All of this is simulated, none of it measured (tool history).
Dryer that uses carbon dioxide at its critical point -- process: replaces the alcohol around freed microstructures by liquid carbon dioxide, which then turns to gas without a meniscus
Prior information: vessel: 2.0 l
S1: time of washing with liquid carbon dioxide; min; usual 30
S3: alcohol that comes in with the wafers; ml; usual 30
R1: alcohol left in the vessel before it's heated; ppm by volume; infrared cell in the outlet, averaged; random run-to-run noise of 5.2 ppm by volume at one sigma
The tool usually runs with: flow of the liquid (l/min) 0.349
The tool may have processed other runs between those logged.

run 1 hour=0 | S1=30 flow_of_the_liquid_(l/min)=0.349 S3=30 | R1=196
run 2 hour=37.6 | S1=30 flow_of_the_liquid_(l/min)=0.349 S3=39 | R1=238
run 3 hour=75.9 | S1=30 flow_of_the_liquid_(l/min)=0.438 S3=30 | R1=104
run 4 hour=107.4 | S1=30 flow_of_the_liquid_(l/min)=0.349 S3=62 | R1=347
run 5 hour=135.8 | S1=30 flow_of_the_liquid_(l/min)=0.349 S3=62 | R1=348
run 6 hour=153 | S1=30 flow_of_the_liquid_(l/min)=0.349 S3=62 | R1=349
run 7 hour=176.1 | S1=30 flow_of_the_liquid_(l/min)=0.349 S3=62 | R1=358
run 8 hour=205.3 | S1=30 flow_of_the_liquid_(l/min)=0.349 S3=62 | R1=347
run 9 hour=229.6 | S1=30 flow_of_the_liquid_(l/min)=0.349 S3=27 | R1=167
run 10 hour=262.4 | S1=30 flow_of_the_liquid_(l/min)=0.349 S3=30 | R1=178
run 11 hour=284.6 | S1=30 flow_of_the_liquid_(l/min)=0.349 S3=66 | R1=284
run 12 hour=301.7 | S1=30 flow_of_the_liquid_(l/min)=0.349 S3=66 | R1=277
run 13 hour=325 | S1=30 flow_of_the_liquid_(l/min)=0.349 S3=66 | R1=283
run 14 hour=362.1 | S1=30 flow_of_the_liquid_(l/min)=0.349 S3=30 | R1=171
run 15 hour=395.6 | S1=30 flow_of_the_liquid_(l/min)=0.349 S3=30 | R1=188
run 16 hour=420.2 | S1=28 flow_of_the_liquid_(l/min)=0.349 S3=30 | R1=224
run 17 hour=437.6 | S1=28 flow_of_the_liquid_(l/min)=0.349 S3=30 | R1=227
run 18 hour=459.9 | S1=28 flow_of_the_liquid_(l/min)=0.349 S3=30 | R1=243
run 19 hour=480.8 | S1=30 flow_of_the_liquid_(l/min)=0.312 S3=30 | R1=270
run 20 hour=515.9 | S1=30 flow_of_the_liquid_(l/min)=0.312 S3=30 | R1=268
run 21 hour=554.3 | S1=30 flow_of_the_liquid_(l/min)=0.312 S3=30 | R1=274
run 22 hour=589.2 | S1=40 flow_of_the_liquid_(l/min)=0.312 S3=79 | R1=208
run 23 hour=625.6 | S1=40 flow_of_the_liquid_(l/min)=0.312 S3=79 | R1=204
run 24 hour=662.2 | S1=40 flow_of_the_liquid_(l/min)=0.312 S3=79 | R1=219
run 25 hour=695.6 | S1=29 flow_of_the_liquid_(l/min)=0.312 S3=60 | R1=522
run 26 hour=726 | S1=29 flow_of_the_liquid_(l/min)=0.312 S3=60 | R1=518
run 27 hour=744 | S1=22 flow_of_the_liquid_(l/min)=0.349 S3=78 | R1=1117
run 28 hour=780.4 | S1=36 flow_of_the_liquid_(l/min)=0.254 S3=26 | R1=293
run 29 hour=807.3 | S1=36 flow_of_the_liquid_(l/min)=0.254 S3=26 | R1=302
run 30 hour=825.7 | S1=31 flow_of_the_liquid_(l/min)=0.254 S3=64 | R1=901
run 31 hour=844.5 | S1=46 flow_of_the_liquid_(l/min)=0.222 S3=52 | R1=359
run 32 hour=875.5 | S1=30 flow_of_the_liquid_(l/min)=0.475 S3=28 | R1=135
run 33 hour=910.6 | S1=30 flow_of_the_liquid_(l/min)=0.475 S3=28 | R1=136
run 34 hour=949.1 | S1=30 flow_of_the_liquid_(l/min)=0.475 S3=28 | R1=139
run 35 hour=975.6 | S1=30 flow_of_the_liquid_(l/min)=0.475 S3=28 | R1=153
run 36 hour=1000 | S1=21 flow_of_the_liquid_(l/min)=0.455 S3=28 | R1=297
run 37 hour=1023.7 | S1=21 flow_of_the_liquid_(l/min)=0.455 S3=28 | R1=290
run 38 hour=1052 | S1=33 flow_of_the_liquid_(l/min)=0.444 S3=30 | R1=144
run 39 hour=1085.9 | S1=43 flow_of_the_liquid_(l/min)=0.36 S3=30 | R1=148
run 40 hour=1115.1 | S1=23 flow_of_the_liquid_(l/min)=0.36 S3=31 | R1=480

Not shown: 1 entry that the log had between the listed runs. Between which runs, and how does the tool's hidden state differ before and after?
Between runs 8 and 9: inlet filter changed (hour 210.4)
  flow that reaches the vessel past the clogged filter, %: 91 -> 99.2; alcohol in the recycled carbon dioxide, ppm: 85.2 -> 86.5
  measured less the result without the state, R1: +175 -> +86 ppm by volume

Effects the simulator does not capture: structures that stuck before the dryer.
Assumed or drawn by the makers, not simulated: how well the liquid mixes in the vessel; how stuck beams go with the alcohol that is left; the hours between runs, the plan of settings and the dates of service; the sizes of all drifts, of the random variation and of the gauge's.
